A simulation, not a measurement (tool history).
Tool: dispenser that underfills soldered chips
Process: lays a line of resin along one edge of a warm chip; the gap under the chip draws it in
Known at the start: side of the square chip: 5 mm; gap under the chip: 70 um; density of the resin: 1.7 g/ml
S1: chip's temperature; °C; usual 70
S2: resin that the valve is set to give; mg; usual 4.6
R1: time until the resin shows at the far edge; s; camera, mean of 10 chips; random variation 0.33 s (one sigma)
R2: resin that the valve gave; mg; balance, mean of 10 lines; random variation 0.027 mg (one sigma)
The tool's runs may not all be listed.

{"run": 1, "hour": 0.0, "S1": 70, "S2": 4.6, "R1": 32.7, "R2": 4.54}
{"hour": 0.7, "done": "new syringe of resin"}
{"run": 2, "hour": 5.5, "S1": 70, "S2": 4.6, "R1": 17, "R2": 4.55}
{"run": 3, "hour": 10.5, "S1": 70, "S2": 4.6, "R1": 21.9, "R2": 4.52}
{"run": 4, "hour": 14.9, "S1": 60, "S2": 4.6, "R1": 39.8, "R2": 4.51}
{"hour": 18.7, "done": "new syringe of resin"}
{"run": 5, "hour": 20.0, "S1": 60, "S2": 4.6, "R1": 19.3, "R2": 4.47}
{"run": 6, "hour": 23.9, "S1": 60, "S2": 4.6, "R1": 23.9, "R2": 4.48}
{"run": 7, "hour": 30.9, "S1": 60, "S2": 4.6, "R1": 36, "R2": 4.44}
{"run": 8, "hour": 34.7, "S1": 65, "S2": 5.37, "R1": 37.6, "R2": 5.23}
{"hour": 36.3, "done": "new syringe of resin"}
{"run": 9, "hour": 41.1, "S1": 65, "S2": 5.05, "R1": 19.8, "R2": 4.84}
{"run": 10, "hour": 45.2, "S1": 65, "S2": 5.05, "R1": 24.8, "R2": 4.85}
{"run": 11, "hour": 50.1, "S1": 65, "S2": 5.05, "R1": 32.7, "R2": 4.9}
{"hour": 54.2, "done": "new syringe of resin"}
{"run": 12, "hour": 57.5, "S1": 62, "S2": 4.21, "R1": 20, "R2": 4.07}

The same runs without the tool's hidden state, with the same run-to-run variation:
The hidden state here: resin's viscosity, % of fresh resin's; dose that the valve gives, % of what is set; true chip temperature over the reading, C; drift of the gauge itself on fill_s, %; drift of the gauge itself on given_mg, %.
run=1 R1=12.4 R2=4.61
run=2 R1=12.7 R2=4.63
run=3 R1=12.2 R2=4.61
run=4 R1=17.6 R2=4.61
run=5 R1=17.3 R2=4.59
run=6 R1=17.1 R2=4.6
run=7 R1=17.2 R2=4.57
run=8 R1=14.6 R2=5.4
run=9 R1=14.6 R2=5.01
run=10 R1=14.3 R2=5.02
run=11 R1=14.1 R2=5.09
run=12 R1=16.4 R2=4.24

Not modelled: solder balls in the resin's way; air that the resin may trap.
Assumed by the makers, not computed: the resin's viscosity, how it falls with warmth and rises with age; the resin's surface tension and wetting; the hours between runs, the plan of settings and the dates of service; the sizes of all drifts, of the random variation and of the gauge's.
